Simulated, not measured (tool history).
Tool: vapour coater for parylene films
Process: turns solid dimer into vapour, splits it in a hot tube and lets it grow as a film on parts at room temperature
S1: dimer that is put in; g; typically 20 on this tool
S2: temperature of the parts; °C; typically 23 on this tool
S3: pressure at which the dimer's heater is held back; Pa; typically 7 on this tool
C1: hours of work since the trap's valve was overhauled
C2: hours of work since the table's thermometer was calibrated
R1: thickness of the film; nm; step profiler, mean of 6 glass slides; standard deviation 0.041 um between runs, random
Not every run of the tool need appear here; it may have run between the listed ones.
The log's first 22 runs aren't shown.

{"hour": 464.3, "done": "trap's valve overhauled"}
{"run": 23, "hour": 464.3, "S1": 11, "S2": 20, "S3": 9.16, "C1": 0, "C2": 337, "R1": 2790}
{"run": 24, "hour": 484.4, "S1": 20, "S2": 23, "S3": 2.16, "C1": 14, "C2": 351, "R1": 4780}
{"run": 25, "hour": 509.9, "S1": 22, "S2": 25, "S3": 3.93, "C1": 31, "C2": 368, "R1": 4680}
{"run": 26, "hour": 533.4, "S1": 22, "S2": 25, "S3": 3.93, "C1": 48, "C2": 385, "R1": 4580}
{"run": 27, "hour": 556.9, "S1": 19, "S2": 23, "S3": 2.25, "C1": 64, "C2": 401, "R1": 4550}
{"run": 28, "hour": 574.4, "S1": 19, "S2": 23, "S3": 2.25, "C1": 76, "C2": 413, "R1": 4580}
{"run": 29, "hour": 590.4, "S1": 27, "S2": 24, "S3": 10.66, "C1": 87, "C2": 424, "R1": 5580}
{"run": 30, "hour": 606.1, "S1": 20, "S2": 29, "S3": 7, "C1": 98, "C2": 435, "R1": 3360}
{"run": 31, "hour": 623.4, "S1": 9, "S2": 30, "S3": 11.94, "C1": 109, "C2": 447, "R1": 1390}
{"run": 32, "hour": 636.1, "S1": 9, "S2": 30, "S3": 5.14, "C1": 118, "C2": 455, "R1": 1460}
{"run": 33, "hour": 662.5, "S1": 9, "S2": 30, "S3": 5.14, "C1": 136, "C2": 473, "R1": 1460}
{"run": 34, "hour": 679.2, "S1": 12, "S2": 23, "S3": 7, "C1": 148, "C2": 485, "R1": 2660}
{"run": 35, "hour": 695.6, "S1": 12, "S2": 17, "S3": 5.56, "C1": 159, "C2": 496, "R1": 3580}
{"run": 36, "hour": 711.5, "S1": 14, "S2": 19, "S3": 5.56, "C1": 170, "C2": 507, "R1": 3840}
{"run": 37, "hour": 730.8, "S1": 14, "S2": 15, "S3": 7, "C1": 183, "C2": 520, "R1": 4590}

3 options for the next run, each taken on its own from the tool as it stands now. Forecast them:
{"run": "A", "hour": 759.3, "S1": 26, "S2": 34, "S3": 5.13, "C1": 203, "C2": 540, "R1": "?"}
{"run": "B", "hour": 759.3, "S1": 10, "S2": 27, "S3": 4.39, "C1": 203, "C2": 540, "R1": "?"}
{"run": "C", "hour": 759.3, "S1": 13, "S2": 15, "S3": 7, "C1": 203, "C2": 540, "R1": "?"}

run=A R1=3520
run=B R1=1890
run=C R1=4290
Take away the tool's hidden state, keep each run's random variation, and the runs would have read:
run=A R1=3520
run=B R1=1900
run=C R1=4300

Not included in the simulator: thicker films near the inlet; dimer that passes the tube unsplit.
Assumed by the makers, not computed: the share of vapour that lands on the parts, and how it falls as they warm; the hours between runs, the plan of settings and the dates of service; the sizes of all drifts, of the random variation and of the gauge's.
